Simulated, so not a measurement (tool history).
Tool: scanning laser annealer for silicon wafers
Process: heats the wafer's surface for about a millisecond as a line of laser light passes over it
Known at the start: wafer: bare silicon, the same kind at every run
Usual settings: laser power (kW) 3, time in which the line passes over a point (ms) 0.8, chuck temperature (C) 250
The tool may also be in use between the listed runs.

| run | day | laser power (kW) | time in which the line passes over a point (ms) | chuck temperature (C) | highest temperature of the surface (C) |
|---|---|---|---|---|---|
| 1 | 0 | 3 | 0.8 | 250 | 968 |
| 2 | 1 | 3 | 0.8 | 250 | 969 |
| 3 | 2.229 | 3 | 0.8 | 250 | 968 |
| 4 | 3.475 | 3 | 0.8 | 250 | 963 |
| 5 | 4.071 | 3 | 0.8 | 250 | 964 |
| 6 | 5.212 | 3 | 0.8 | 250 | 967 |
| 7 | 6.354 | 3 | 0.8 | 281 | 991 |
| 8 | 7.554 | 3 | 0.8 | 281 | 993 |
| 9 | 8.658 | 3 | 0.8 | 281 | 989 |
| 10 | 9.621 | 3 | 0.8 | 281 | 988 |
| 11 | 10.696 | 3 | 0.8 | 281 | 990 |
| 12 | 11.221 | 3 | 0.8 | 281 | 990 |
| 13 | 12.058 | 3 | 0.874 | 250 | 994 |
| 14 | 13.204 | 3 | 0.874 | 250 | 988 |
| 15 | 14.442 | 2.802 | 0.727 | 246 | 857 |
| 16 | 15.262 | 2.802 | 0.727 | 246 | 858 |
| 17 | 15.908 | 2.778 | 0.971 | 216 | 921 |
| 18 | 16.546 | 2.778 | 0.971 | 216 | 919 |
| 19 | 17.546 | 2.858 | 0.607 | 250 | 816 |
| 20 | 18.721 | 3 | 0.909 | 250 | 996 |
| 21 | 19.912 | 3 | 0.909 | 250 | 996 |
| 22 | 20.529 | 3.065 | 0.76 | 225 | 923 |
| 23 | 21.462 | 3.065 | 0.76 | 225 | 924 |
| 24 | 21.988 | 3.065 | 0.76 | 225 | 923 |
| 25 | 22.533 | 2.617 | 0.74 | 273 | 831 |

5 ways to go on from here, each from the tool as it stands after run 25. What would each give?
| A | 23.35 | 2.941 | 0.603 | 242 | ? |
| B | 23.35 | 2.685 | 0.634 | 236 | ? |
| C | 23.35 | 3 | 0.8 | 216 | ? |
| D | 23.35 | 2.995 | 0.74 | 273 | ? |
| E | 23.35 | 2.617 | 0.74 | 266 | ? |

| run | highest temperature of the surface (C) |
|---|---|
| A | 826 |
| B | 767 |
| C | 912 |
| D | 936 |
| E | 824 |
Without the tool's hidden state the same runs would have given:
| run | highest temperature of the surface (C) |
|---|---|
| A | 863 |
| B | 801 |
| C | 956 |
| D | 978 |
| E | 860 |
